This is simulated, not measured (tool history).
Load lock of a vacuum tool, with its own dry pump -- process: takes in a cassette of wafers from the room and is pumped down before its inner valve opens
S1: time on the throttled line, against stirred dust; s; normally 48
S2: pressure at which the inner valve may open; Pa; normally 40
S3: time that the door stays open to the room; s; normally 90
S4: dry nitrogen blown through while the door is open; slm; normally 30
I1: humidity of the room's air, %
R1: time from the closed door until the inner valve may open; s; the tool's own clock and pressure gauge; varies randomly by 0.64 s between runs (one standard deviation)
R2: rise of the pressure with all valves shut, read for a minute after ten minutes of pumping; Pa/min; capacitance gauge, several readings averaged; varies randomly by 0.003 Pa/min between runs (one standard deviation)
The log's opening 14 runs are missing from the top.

run 15 day=58.508 | S1=35 S2=40 S3=90 S4=30 | I1=43.1 | R1=96 R2=0.091
run 16 day=62.675 | S1=35 S2=40 S3=90 S4=30 | I1=45.6 | R1=96.1 R2=0.095
run 17 day=65.525 | S1=35 S2=40 S3=90 S4=30 | I1=45.7 | R1=97 R2=0.096
run 18 day=71.029 | S1=48 S2=40 S3=90 S4=30 | I1=44 | R1=106.6 R2=0.104
run 19 day=76.862 | S1=36 S2=40 S3=179 S4=6 | I1=45.8 | R1=98.1 R2=0.15
run 20 day=81.804 | S1=31 S2=40 S3=90 S4=18 | I1=45.5 | R1=94 R2=0.114
run 21 day=85.996 | S1=31 S2=40 S3=90 S4=18 | I1=41.3 | R1=94.2 R2=0.109
run 22 day=92.025 | S1=31 S2=40 S3=90 S4=18 | I1=47.1 | R1=94.7 R2=0.118
run 23 day=97.162 | S1=46 S2=54 S3=90 S4=18 | I1=41.9 | R1=101.9 R2=0.117
run 24 day=100.992 | S1=46 S2=54 S3=90 S4=18 | I1=43.8 | R1=102.9 R2=0.115
run 25 day=105.683 | S1=48 S2=40 S3=90 S4=4 | I1=44.6 | R1=107.4 R2=0.146
run 26 day=111.45 | S1=77 S2=44 S3=90 S4=35 | I1=44.7 | R1=127.2 R2=0.108
run 27 day=116.3 | S1=26 S2=42 S3=48 S4=30 | I1=45.6 | R1=91.4 R2=0.111
run 28 day=120.546 | S1=26 S2=42 S3=48 S4=30 | I1=41.9 | R1=92.2 R2=0.11
run 29 day=126.625 | S1=26 S2=42 S3=48 S4=30 | I1=42.4 | R1=90.3 R2=0.117
run 30 day=129.346 | S1=26 S2=42 S3=48 S4=30 | I1=44.8 | R1=92.1 R2=0.11
run 31 day=131.9 | S1=55 S2=42 S3=65 S4=21 | I1=46 | R1=113.5 R2=0.123
run 32 day=137.604 | S1=25 S2=46 S3=50 S4=11 | I1=44.3 | R1=91.8 R2=0.131
run 33 day=141.088 | S1=70 S2=46 S3=50 S4=9 | I1=44.2 | R1=123.4 R2=0.137
run 34 day=146.492 | S1=70 S2=46 S3=50 S4=9 | I1=45.1 | R1=122.7 R2=0.143
run 35 day=151.033 | S1=70 S2=46 S3=50 S4=9 | I1=45.7 | R1=123.7 R2=0.139
run 36 day=154.508 | S1=70 S2=46 S3=50 S4=9 | I1=46.3 | R1=124.3 R2=0.144

Consider 4 possible next runs. They are alternatives, not a sequence: every one starts from the tool as it was left by run 36. What does each give?
run A day=158.354 | S1=66 S2=56 S3=27 S4=30 | I1=43.9 | R1=? R2=?
run B day=158.354 | S1=84 S2=46 S3=50 S4=9 | I1=46.9 | R1=? R2=?
run C day=158.354 | S1=31 S2=61 S3=90 S4=30 | I1=44.7 | R1=? R2=?
run D day=158.354 | S1=48 S2=37 S3=90 S4=30 | I1=45.3 | R1=? R2=?

run=A R1=119.1 R2=0.123
run=B R1=135.2 R2=0.152
run=C R1=93.5 R2=0.136
run=D R1=109.2 R2=0.134
Stripped of hidden state, with their random variation kept, the same runs would have yielded:
run=A R1=106.1 R2=0.022
run=B R1=122.8 R2=0.051
run=C R1=78.2 R2=0.036
run=D R1=94.1 R2=0.034

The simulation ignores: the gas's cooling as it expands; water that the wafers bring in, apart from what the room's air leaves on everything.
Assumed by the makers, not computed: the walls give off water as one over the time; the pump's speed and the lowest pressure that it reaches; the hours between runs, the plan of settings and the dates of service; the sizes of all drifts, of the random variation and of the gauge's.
